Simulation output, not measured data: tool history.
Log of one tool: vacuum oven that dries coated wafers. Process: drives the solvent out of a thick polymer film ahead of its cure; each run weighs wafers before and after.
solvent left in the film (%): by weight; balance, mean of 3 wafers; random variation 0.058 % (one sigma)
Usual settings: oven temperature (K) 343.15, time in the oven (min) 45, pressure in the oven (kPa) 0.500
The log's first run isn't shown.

run,hour,oven temperature (K),time in the oven (min),pressure in the oven (kPa),solvent left in the film (%)
2,42.4,343.15,45,0.500,3.36
3,88.1,343.15,45,0.500,3.33
4,171.6,343.15,45,0.500,3.51
5,238.2,343.15,45,0.500,3.38
6,306.7,358.15,45,0.500,0.39
7,358.1,358.15,45,0.500,0.46
8,402.4,358.15,45,0.500,0.45
9,471.0,358.15,45,0.500,0.60
10,531.7,343.15,45,0.628,3.72
11,572.5,343.15,45,0.620,3.67
12,614.7,343.15,45,0.620,3.80
13,674.7,343.15,71,0.620,2.03
14,717.9,343.15,45,0.429,3.67
15,776.5,343.15,45,0.500,3.74
# hour 785.6: oven's thermocouples calibrated
16,869.6,343.15,45,0.500,3.06
17,942.5,343.15,79,0.500,1.25
18,1030.0,343.15,45,0.500,3.10
19,1076.5,343.15,45,0.500,3.26
20,1165.2,343.15,45,0.500,3.24
21,1215.0,343.15,45,0.500,3.36
22,1278.8,330.15,38,1.683,9.73
23,1324.6,341.15,27,0.471,6.40

The next listed run, before its measurement:
24,1389.6,343.15,27,0.510,?

solvent left in the film (%): 5.72
Without the tool's hidden state the same run would have given solvent left in the film (%) 5.28.
